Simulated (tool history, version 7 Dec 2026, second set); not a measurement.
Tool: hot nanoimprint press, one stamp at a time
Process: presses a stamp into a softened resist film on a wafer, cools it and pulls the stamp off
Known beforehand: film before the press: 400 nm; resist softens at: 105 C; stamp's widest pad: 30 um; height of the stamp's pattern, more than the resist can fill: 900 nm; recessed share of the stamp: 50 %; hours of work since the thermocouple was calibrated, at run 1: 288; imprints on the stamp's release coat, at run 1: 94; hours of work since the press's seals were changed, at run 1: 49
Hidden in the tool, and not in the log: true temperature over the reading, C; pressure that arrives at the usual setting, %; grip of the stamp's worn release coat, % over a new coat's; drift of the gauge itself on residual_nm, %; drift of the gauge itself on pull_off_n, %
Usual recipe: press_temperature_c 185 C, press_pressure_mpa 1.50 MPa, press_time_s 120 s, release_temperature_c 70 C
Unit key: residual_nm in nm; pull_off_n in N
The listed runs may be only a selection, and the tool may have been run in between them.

run	hour	press_temperature_c	press_pressure_mpa	press_time_s	release_temperature_c	hours of work since the thermocouple was calibrated	imprints on the stamp's release coat	hours of work since the press's seals were changed	residual_nm	pull_off_n
1	0.0	185	1.50	120	70	288	94	49	175.3	116
2	5.6	185	1.77	120	70	290	105	52	163.8	110
3	14.1	185	1.77	120	70	295	122	57	163.9	118
4	19.1	185	1.77	120	57	297	131	59	163.8	150
5	28.7	185	1.77	120	57	302	150	64	164.1	151
6	35.9	185	1.77	120	57	306	164	68	163.8	155
7	43.7	188	1.77	120	74	310	179	72	145.9	108
8	49.5	188	1.77	120	74	313	190	75	145.8	105
9	57.3	185	1.50	77	70	317	205	79	208.0	123
10	66.0	185	1.50	77	70	322	222	83	208.3	119
11	71.0	185	1.91	120	70	324	232	86	159.2	122

Forecast each of these 4 alternatives for the next run:
A	78.7	185	1.11	99	70	328	247	90	?	?
B	78.7	192	1.57	188	70	328	247	90	?	?
C	78.7	194	1.24	85	70	328	247	90	?	?
D	78.7	191	1.91	215	75	328	247	90	?	?

run	residual_nm	pull_off_n
A	211.2	121
B	107.4	122
C	156.7	122
D	95.9	102
Had the tool no hidden state, the same runs would have come out as:
run	residual_nm	pull_off_n
A	214.9	110
B	109.5	112
C	159.5	111
D	97.7	93
